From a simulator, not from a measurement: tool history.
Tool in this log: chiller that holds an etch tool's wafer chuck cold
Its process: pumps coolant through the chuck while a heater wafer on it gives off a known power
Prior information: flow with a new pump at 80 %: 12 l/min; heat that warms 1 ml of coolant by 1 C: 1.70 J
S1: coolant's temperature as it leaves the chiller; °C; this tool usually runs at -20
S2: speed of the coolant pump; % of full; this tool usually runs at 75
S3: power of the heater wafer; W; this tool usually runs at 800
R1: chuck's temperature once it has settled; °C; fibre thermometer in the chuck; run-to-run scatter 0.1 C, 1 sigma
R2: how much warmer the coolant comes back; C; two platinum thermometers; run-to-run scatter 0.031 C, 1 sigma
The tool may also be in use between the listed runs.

{"run": 1, "hour": 0.0, "S1": -20, "S2": 75, "S3": 800, "R1": -13.6, "R2": 2.71}
{"run": 2, "hour": 69.7, "S1": -20, "S2": 75, "S3": 800, "R1": -13.5, "R2": 2.67}
{"run": 3, "hour": 157.5, "S1": -20, "S2": 75, "S3": 800, "R1": -13.6, "R2": 2.67}
{"run": 4, "hour": 235.2, "S1": -20, "S2": 75, "S3": 800, "R1": -13.5, "R2": 2.67}
{"run": 5, "hour": 280.5, "S1": -20, "S2": 75, "S3": 800, "R1": -13.3, "R2": 2.74}
{"run": 6, "hour": 370.5, "S1": -20, "S2": 75, "S3": 800, "R1": -13.4, "R2": 2.73}
{"run": 7, "hour": 408.7, "S1": -20, "S2": 75, "S3": 449, "R1": -16.0, "R2": 1.48}
{"run": 8, "hour": 498.6, "S1": -20, "S2": 75, "S3": 449, "R1": -16.0, "R2": 1.54}
{"run": 9, "hour": 582.6, "S1": -20, "S2": 75, "S3": 449, "R1": -15.9, "R2": 1.47}
{"run": 10, "hour": 642.1, "S1": -20, "S2": 75, "S3": 449, "R1": -15.9, "R2": 1.54}
{"run": 11, "hour": 697.2, "S1": -27, "S2": 75, "S3": 800, "R1": -20.4, "R2": 2.74}
{"run": 12, "hour": 768.0, "S1": -18, "S2": 75, "S3": 800, "R1": -11.2, "R2": 2.78}
{"run": 13, "hour": 813.9, "S1": -18, "S2": 75, "S3": 800, "R1": -11.4, "R2": 2.73}
{"run": 14, "hour": 878.6, "S1": -18, "S2": 75, "S3": 800, "R1": -11.3, "R2": 2.74}
{"run": 15, "hour": 920.5, "S1": -18, "S2": 75, "S3": 800, "R1": -11.3, "R2": 2.74}
{"run": 16, "hour": 972.3, "S1": -18, "S2": 75, "S3": 800, "R1": -11.3, "R2": 2.73}
{"run": 17, "hour": 1020.5, "S1": -19, "S2": 75, "S3": 864, "R1": -11.7, "R2": 2.92}
{"run": 18, "hour": 1069.6, "S1": -24, "S2": 62, "S3": 926, "R1": -15.5, "R2": 3.97}
{"run": 19, "hour": 1134.5, "S1": -24, "S2": 81, "S3": 800, "R1": -17.5, "R2": 2.54}
{"run": 20, "hour": 1223.6, "S1": -28, "S2": 88, "S3": 819, "R1": -21.6, "R2": 2.41}
{"run": 21, "hour": 1280.4, "S1": -28, "S2": 88, "S3": 819, "R1": -21.5, "R2": 2.37}
{"run": 22, "hour": 1335.0, "S1": -14, "S2": 87, "S3": 757, "R1": -8.0, "R2": 2.2}
{"run": 23, "hour": 1374.9, "S1": -25, "S2": 75, "S3": 800, "R1": -18.2, "R2": 2.69}
{"run": 24, "hour": 1462.7, "S1": -22, "S2": 92, "S3": 517, "R1": -17.7, "R2": 1.43}
{"run": 25, "hour": 1528.0, "S1": -20, "S2": 64, "S3": 495, "R1": -14.9, "R2": 2.09}
{"run": 26, "hour": 1597.2, "S1": -25, "S2": 91, "S3": 1087, "R1": -16.7, "R2": 3.07}
{"run": 27, "hour": 1686.7, "S1": -15, "S2": 91, "S3": 770, "R1": -8.8, "R2": 2.16}

Consider 4 possible next runs. They are alternatives, not a sequence: every one starts from the tool as it was left by run 27. What does each give?
{"run": "A", "hour": 1737.6, "S1": -15, "S2": 75, "S3": 800, "R1": "?", "R2": "?"}
{"run": "B", "hour": 1737.6, "S1": -15, "S2": 87, "S3": 780, "R1": "?", "R2": "?"}
{"run": "C", "hour": 1737.6, "S1": -15, "S2": 85, "S3": 426, "R1": "?", "R2": "?"}
{"run": "D", "hour": 1737.6, "S1": -13, "S2": 75, "S3": 800, "R1": "?", "R2": "?"}

run=A R1=-8.0 R2=2.81
run=B R1=-8.7 R2=2.33
run=C R1=-11.2 R2=1.29
run=D R1=-5.8 R2=2.76
What these runs would have given with no unlogged condition in the tool:
run=A R1=-9.7 R2=2.55
run=B R1=-10.2 R2=2.11
run=C R1=-12.4 R2=1.17
run=D R1=-7.4 R2=2.49
